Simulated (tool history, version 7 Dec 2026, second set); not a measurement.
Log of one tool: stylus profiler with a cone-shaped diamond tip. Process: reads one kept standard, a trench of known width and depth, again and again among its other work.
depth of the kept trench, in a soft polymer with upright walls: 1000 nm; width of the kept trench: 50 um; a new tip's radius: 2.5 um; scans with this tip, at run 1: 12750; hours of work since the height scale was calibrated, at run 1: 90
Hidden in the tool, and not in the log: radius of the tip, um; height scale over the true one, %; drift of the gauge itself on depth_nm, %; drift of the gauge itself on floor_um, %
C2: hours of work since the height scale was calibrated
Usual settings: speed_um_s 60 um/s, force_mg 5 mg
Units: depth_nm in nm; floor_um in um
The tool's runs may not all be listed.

run 1 hour=0 | speed_um_s=60 force_mg=5 | scans_with_this_tip=12750 C2=90 | depth_nm=1019.92 floor_um=44.63
run 2 hour=49.2 | speed_um_s=60 force_mg=5.94 | scans_with_this_tip=13197 C2=128 | depth_nm=1022.38 floor_um=44.62
run 3 hour=128.3 | speed_um_s=60 force_mg=5.94 | scans_with_this_tip=13915 C2=188 | depth_nm=1022.6 floor_um=44.58
run 4 hour=211.7 | speed_um_s=60 force_mg=12.44 | scans_with_this_tip=14674 C2=252 | depth_nm=1036.16 floor_um=44.62
run 5 hour=267.4 | speed_um_s=60 force_mg=12.44 | scans_with_this_tip=15179 C2=294 | depth_nm=1036.36 floor_um=44.52
run 6 hour=348.9 | speed_um_s=60 force_mg=5 | scans_with_this_tip=15920 C2=356 | depth_nm=1020.17 floor_um=44.38
run 7 hour=428.2 | speed_um_s=60 force_mg=5 | scans_with_this_tip=16640 C2=417 | depth_nm=1020.57 floor_um=44.39
run 8 hour=514.9 | speed_um_s=60 force_mg=5 | scans_with_this_tip=17429 C2=483 | depth_nm=1020.62 floor_um=44.32
run 9 hour=602.3 | speed_um_s=60 force_mg=5 | scans_with_this_tip=18223 C2=550 | depth_nm=1020.6 floor_um=44.27
run 10 hour=678 | speed_um_s=60 force_mg=5 | scans_with_this_tip=18911 C2=608 | depth_nm=1020.63 floor_um=44.22
run 11 hour=726.6 | speed_um_s=60 force_mg=4.58 | scans_with_this_tip=19352 C2=645 | depth_nm=1019.88 floor_um=44.18
run 12 hour=794.4 | speed_um_s=60 force_mg=11.74 | scans_with_this_tip=19969 C2=696 | depth_nm=1035.96 floor_um=44.22
run 13 hour=843 | speed_um_s=60 force_mg=11.74 | scans_with_this_tip=20410 C2=733 | depth_nm=1035.87 floor_um=44.15
run 14 hour=926.2 | speed_um_s=60 force_mg=11.74 | scans_with_this_tip=21165 C2=797 | depth_nm=1035.64 floor_um=44.1
run 15 hour=1002.1 | speed_um_s=60 force_mg=4.2 | scans_with_this_tip=21855 C2=855 | depth_nm=1019.35 floor_um=43.95
-- hour=1077 height scale calibrated on a step standard
run 16 hour=1077 | speed_um_s=17 force_mg=5 | scans_with_this_tip=22531 C2=0 | depth_nm=1019.18 floor_um=44.2
run 17 hour=1122.3 | speed_um_s=17 force_mg=5 | scans_with_this_tip=22943 C2=35 | depth_nm=1018.86 floor_um=44.09
run 18 hour=1214.6 | speed_um_s=60 force_mg=5 | scans_with_this_tip=23782 C2=105 | depth_nm=1019.1 floor_um=43.85
run 19 hour=1315.5 | speed_um_s=60 force_mg=5 | scans_with_this_tip=24698 C2=182 | depth_nm=1019.16 floor_um=43.78
run 20 hour=1422.4 | speed_um_s=22 force_mg=5 | scans_with_this_tip=25670 C2=263 | depth_nm=1019.17 floor_um=43.96
run 21 hour=1501.7 | speed_um_s=60 force_mg=1.74 | scans_with_this_tip=26390 C2=324 | depth_nm=1009.91 floor_um=43.51
run 22 hour=1585.2 | speed_um_s=60 force_mg=1.74 | scans_with_this_tip=27149 C2=388 | depth_nm=1009.78 floor_um=43.44
run 23 hour=1633.3 | speed_um_s=60 force_mg=1.74 | scans_with_this_tip=27586 C2=424 | depth_nm=1010.41 floor_um=43.41
run 24 hour=1687.3 | speed_um_s=147 force_mg=6.9 | scans_with_this_tip=28076 C2=466 | depth_nm=1024.43 floor_um=43.14
run 25 hour=1748.3 | speed_um_s=147 force_mg=6.9 | scans_with_this_tip=28631 C2=512 | depth_nm=1024.57 floor_um=43.24
run 26 hour=1827.2 | speed_um_s=147 force_mg=6.9 | scans_with_this_tip=29348 C2=572 | depth_nm=1024.61 floor_um=43.19
run 27 hour=1894.3 | speed_um_s=147 force_mg=6.9 | scans_with_this_tip=29957 C2=623 | depth_nm=1024.97 floor_um=43.18
run 28 hour=1996 | speed_um_s=95 force_mg=1.71 | scans_with_this_tip=30882 C2=701 | depth_nm=1010.26 floor_um=42.95
run 29 hour=2045.2 | speed_um_s=86 force_mg=1.76 | scans_with_this_tip=31329 C2=739 | depth_nm=1010.43 floor_um=43.01
run 30 hour=2132.2 | speed_um_s=86 force_mg=1.76 | scans_with_this_tip=32119 C2=805 | depth_nm=1010.74 floor_um=42.91
run 31 hour=2193.6 | speed_um_s=86 force_mg=6.93 | scans_with_this_tip=32677 C2=852 | depth_nm=1025.49 floor_um=43.26
run 32 hour=2240.3 | speed_um_s=60 force_mg=5.72 | scans_with_this_tip=33101 C2=887 | depth_nm=1022.33 floor_um=43.33
-- hour=2273.4 height scale calibrated on a step standard
run 33 hour=2286.9 | speed_um_s=60 force_mg=8.24 | scans_with_this_tip=33521 C2=10 | depth_nm=1027.34 floor_um=43.27
-- hour=2351.2 new tip fitted, height scale calibrated
run 34 hour=2351.5 | speed_um_s=60 force_mg=8.24 | scans_with_this_tip=3 C2=0 | depth_nm=1026.71 floor_um=45.72
run 35 hour=2437.7 | speed_um_s=155 force_mg=7.24 | scans_with_this_tip=786 C2=66 | depth_nm=1024.43 floor_um=45.24
run 36 hour=2531 | speed_um_s=86 force_mg=13.63 | scans_with_this_tip=1634 C2=137 | depth_nm=1037.71 floor_um=45.54
run 37 hour=2621.5 | speed_um_s=61 force_mg=2.73 | scans_with_this_tip=2457 C2=206 | depth_nm=1012.82 floor_um=45.34
run 38 hour=2695.2 | speed_um_s=142 force_mg=3.26 | scans_with_this_tip=3126 C2=262 | depth_nm=1014.47 floor_um=44.82
run 39 hour=2767.3 | speed_um_s=142 force_mg=3.26 | scans_with_this_tip=3781 C2=317 | depth_nm=1014.5 floor_um=44.73
run 40 hour=2817.2 | speed_um_s=154 force_mg=1.86 | scans_with_this_tip=4235 C2=356 | depth_nm=1010.09 floor_um=44.36
run 41 hour=2879.6 | speed_um_s=35 force_mg=13.23 | scans_with_this_tip=4802 C2=403 | depth_nm=1037.56 floor_um=45.38
run 42 hour=2977.3 | speed_um_s=79 force_mg=2.89 | scans_with_this_tip=5689 C2=478 | depth_nm=1013.89 floor_um=44.89
run 43 hour=3023.7 | speed_um_s=128 force_mg=3.56 | scans_with_this_tip=6111 C2=513 | depth_nm=1015.83 floor_um=44.66
run 44 hour=3096.7 | speed_um_s=45 force_mg=6.02 | scans_with_this_tip=6774 C2=569 | depth_nm=1022.22 floor_um=45.16
run 45 hour=3151.4 | speed_um_s=45 force_mg=2.17 | scans_with_this_tip=7271 C2=610 | depth_nm=1011.61 floor_um=44.95

4 ways to go on from here, each from the tool as it stands after run 45. What would each give?
run A hour=3222.4 | speed_um_s=100 force_mg=2.85 | scans_with_this_tip=7916 C2=665 | depth_nm=? floor_um=?
run B hour=3222.4 | speed_um_s=59 force_mg=5 | scans_with_this_tip=7916 C2=665 | depth_nm=? floor_um=?
run C hour=3222.4 | speed_um_s=158 force_mg=14.79 | scans_with_this_tip=7916 C2=665 | depth_nm=? floor_um=?
run D hour=3222.4 | speed_um_s=52 force_mg=11.38 | scans_with_this_tip=7916 C2=665 | depth_nm=? floor_um=?

run=A depth_nm=1013.98 floor_um=44.6
run=B depth_nm=1020.18 floor_um=44.95
run=C depth_nm=1040.55 floor_um=44.76
run=D depth_nm=1034.22 floor_um=45.07
Without the tool's hidden state the same runs would have given:
run=A depth_nm=1013.23 floor_um=45.38
run=B depth_nm=1019.43 floor_um=45.74
run=C depth_nm=1039.78 floor_um=45.55
run=D depth_nm=1033.46 floor_um=45.86
